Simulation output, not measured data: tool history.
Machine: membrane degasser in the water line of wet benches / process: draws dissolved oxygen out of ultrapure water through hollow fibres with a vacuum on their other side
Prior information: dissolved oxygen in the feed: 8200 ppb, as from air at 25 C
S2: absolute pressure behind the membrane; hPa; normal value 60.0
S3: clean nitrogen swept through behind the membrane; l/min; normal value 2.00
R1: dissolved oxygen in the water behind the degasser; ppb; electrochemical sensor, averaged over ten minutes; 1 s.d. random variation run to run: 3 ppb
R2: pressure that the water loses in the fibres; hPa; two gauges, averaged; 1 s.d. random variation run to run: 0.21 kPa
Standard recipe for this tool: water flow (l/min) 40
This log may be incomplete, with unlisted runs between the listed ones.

run 1 hour=0.0 | water_flow_(l/min)=40 S2=60.0 S3=2.00 | R1=329.0 R2=486.3
run 2 hour=119.3 | water_flow_(l/min)=40 S2=60.0 S3=2.00 | R1=328.0 R2=480.8
run 3 hour=190.5 | water_flow_(l/min)=40 S2=60.0 S3=2.00 | R1=337.3 R2=481.9
run 4 hour=262.6 | water_flow_(l/min)=40 S2=60.0 S3=2.00 | R1=327.7 R2=483.2
run 5 hour=351.4 | water_flow_(l/min)=40 S2=60.0 S3=2.00 | R1=327.3 R2=483.0
run 6 hour=422.8 | water_flow_(l/min)=47 S2=60.0 S3=2.00 | R1=433.7 R2=568.2
-- hour=523.8 vacuum gauge calibrated
run 7 hour=558.2 | water_flow_(l/min)=26 S2=53.0 S3=2.00 | R1=121.3 R2=315.2
run 8 hour=640.4 | water_flow_(l/min)=40 S2=138.1 S3=1.11 | R1=910.3 R2=485.2
run 9 hour=718.7 | water_flow_(l/min)=37 S2=60.0 S3=3.64 | R1=230.1 R2=449.3
run 10 hour=835.9 | water_flow_(l/min)=37 S2=60.0 S3=3.64 | R1=235.0 R2=449.2
run 11 hour=932.8 | water_flow_(l/min)=40 S2=60.0 S3=4.92 | R1=255.5 R2=484.4
run 12 hour=1005.7 | water_flow_(l/min)=40 S2=74.7 S3=3.38 | R1=323.0 R2=484.7

Branching from run 12: 4 alternative next runs. What would each branch give?
run A hour=1078.6 | water_flow_(l/min)=40 S2=74.7 S3=4.11 | R1=? R2=?
run B hour=1078.6 | water_flow_(l/min)=26 S2=60.0 S3=0.91 | R1=? R2=?
run C hour=1078.6 | water_flow_(l/min)=31 S2=134.3 S3=1.39 | R1=? R2=?
run D hour=1078.6 | water_flow_(l/min)=60 S2=60.0 S3=4.18 | R1=? R2=?

run=A R1=304.6 R2=482.7
run=B R1=226.6 R2=313.8
run=C R1=578.8 R2=376.1
run=D R1=568.4 R2=727.8
Without the tool's unlogged condition, the same runs would have read:
run=A R1=280.6 R2=468.0
run=B R1=215.3 R2=304.3
run=C R1=561.4 R2=364.7
run=D R1=526.6 R2=705.7
